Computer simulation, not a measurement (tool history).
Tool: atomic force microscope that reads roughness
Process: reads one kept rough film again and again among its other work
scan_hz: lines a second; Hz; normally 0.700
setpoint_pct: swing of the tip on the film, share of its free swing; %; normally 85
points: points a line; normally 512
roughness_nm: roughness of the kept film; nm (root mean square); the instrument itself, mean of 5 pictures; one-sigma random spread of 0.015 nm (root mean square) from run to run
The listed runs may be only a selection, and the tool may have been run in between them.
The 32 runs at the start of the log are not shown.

| run | hour | scan_hz | setpoint_pct | points | pictures with this tip | hours of work since the height scale was calibrated | roughness_nm |
|---|---|---|---|---|---|---|---|
| 33 | 1706.5 | 0.700 | 55 | 465 | 253 | 218 | 2.291 |
|  | 1724.1 | new tip fitted |
| 34 | 1771.5 | 1.046 | 58 | 348 | 37 | 245 | 3.382 |
| 35 | 1848.3 | 0.654 | 58 | 356 | 97 | 276 | 2.955 |
| 36 | 1910.6 | 0.700 | 85 | 932 | 145 | 302 | 2.672 |
| 37 | 1956.7 | 0.700 | 85 | 932 | 181 | 321 | 2.478 |
| 38 | 1989.8 | 0.691 | 68 | 654 | 207 | 335 | 2.442 |
| 39 | 2055.3 | 0.700 | 73 | 308 | 257 | 362 | 2.170 |
|  | 2065.7 | new tip fitted |
| 40 | 2113.1 | 0.700 | 73 | 308 | 37 | 386 | 3.364 |
| 41 | 2170.9 | 0.700 | 73 | 308 | 82 | 410 | 3.038 |
| 42 | 2230.9 | 0.700 | 73 | 308 | 128 | 434 | 2.793 |
| 43 | 2297.4 | 0.700 | 60 | 512 | 180 | 462 | 2.586 |
| 44 | 2329.0 | 0.700 | 60 | 499 | 204 | 475 | 2.479 |
| 45 | 2402.7 | 1.423 | 56 | 405 | 262 | 505 | 2.231 |
|  | 2408.2 | new tip fitted |
| 46 | 2461.0 | 0.908 | 75 | 713 | 41 | 529 | 3.357 |
| 47 | 2535.5 | 0.700 | 83 | 1014 | 99 | 560 | 2.920 |
| 48 | 2575.5 | 0.700 | 83 | 1014 | 130 | 577 | 2.727 |
| 49 | 2614.0 | 0.700 | 83 | 1014 | 160 | 593 | 2.574 |
| 50 | 2648.8 | 2.100 | 83 | 677 | 187 | 607 | 2.277 |
| 51 | 2719.2 | 1.853 | 63 | 757 | 242 | 636 | 2.262 |

Predict each of these 4 candidate next runs independently; none follows another, all start after run 51:
|  | 2752.3 | new tip fitted |
| A | 2758.0 | 0.771 | 69 | 789 | 4 | 652 | ? |
|  | 2752.3 | new tip fitted |
| B | 2758.0 | 1.315 | 79 | 309 | 4 | 652 | ? |
|  | 2752.3 | new tip fitted |
| C | 2758.0 | 1.379 | 62 | 271 | 4 | 652 | ? |
|  | 2752.3 | new tip fitted |
| D | 2758.0 | 1.000 | 57 | 259 | 4 | 652 | ? |

| run | roughness_nm |
|---|---|
| A | 3.741 |
| B | 3.540 |
| C | 3.614 |
| D | 3.639 |
The same runs, with their run-to-run variation unchanged, on a tool lacking any hidden condition would have given:
| run | roughness_nm |
|---|---|
| A | 3.839 |
| B | 3.633 |
| C | 3.708 |
| D | 3.734 |
